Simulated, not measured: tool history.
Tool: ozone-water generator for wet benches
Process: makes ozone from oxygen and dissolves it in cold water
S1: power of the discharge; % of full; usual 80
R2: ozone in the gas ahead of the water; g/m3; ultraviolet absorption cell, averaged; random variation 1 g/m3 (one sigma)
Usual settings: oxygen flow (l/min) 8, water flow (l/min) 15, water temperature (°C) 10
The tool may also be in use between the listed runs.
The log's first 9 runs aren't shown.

Run 10, hour 1144.7: usual settings. Result: dissolved ozone (ppm) 28.6, R2 167.9 g/m3.
Run 11, hour 1297.6: usual settings. Result: dissolved ozone (ppm) 28.3, R2 168.6 g/m3.
Run 12, hour 1438.4: usual settings but water flow (l/min) 16. Result: dissolved ozone (ppm) 27.1, R2 167.9 g/m3.
Run 13, hour 1565: usual settings but water flow (l/min) 16. Result: dissolved ozone (ppm) 26.8, R2 165.7 g/m3.
Run 14, hour 1696.9: usual settings but water flow (l/min) 16. Result: dissolved ozone (ppm) 26.8, R2 165.4 g/m3.
Run 15, hour 1831: usual settings but water flow (l/min) 16. Result: dissolved ozone (ppm) 26.9, R2 166.7 g/m3.
Run 16, hour 1986.1: usual settings but S1 53 % of full, water flow (l/min) 16. Result: dissolved ozone (ppm) 22.1, R2 134.6 g/m3.
Run 17, hour 2083.2: usual settings but S1 53 % of full, water flow (l/min) 16. Result: dissolved ozone (ppm) 21.7, R2 135 g/m3.

The next listed run, before its measurement:
Run 18, hour 2216.3: usual settings but S1 53 % of full, water flow (l/min) 16. Result: dissolved ozone (ppm) ?, R2 ?.

{"run 18": {"dissolved ozone (ppm)": 21.8, "R2": 133.5}}
Without the tool's hidden state the same run would have given dissolved ozone (ppm) 24, R2 143.8 g/m3.
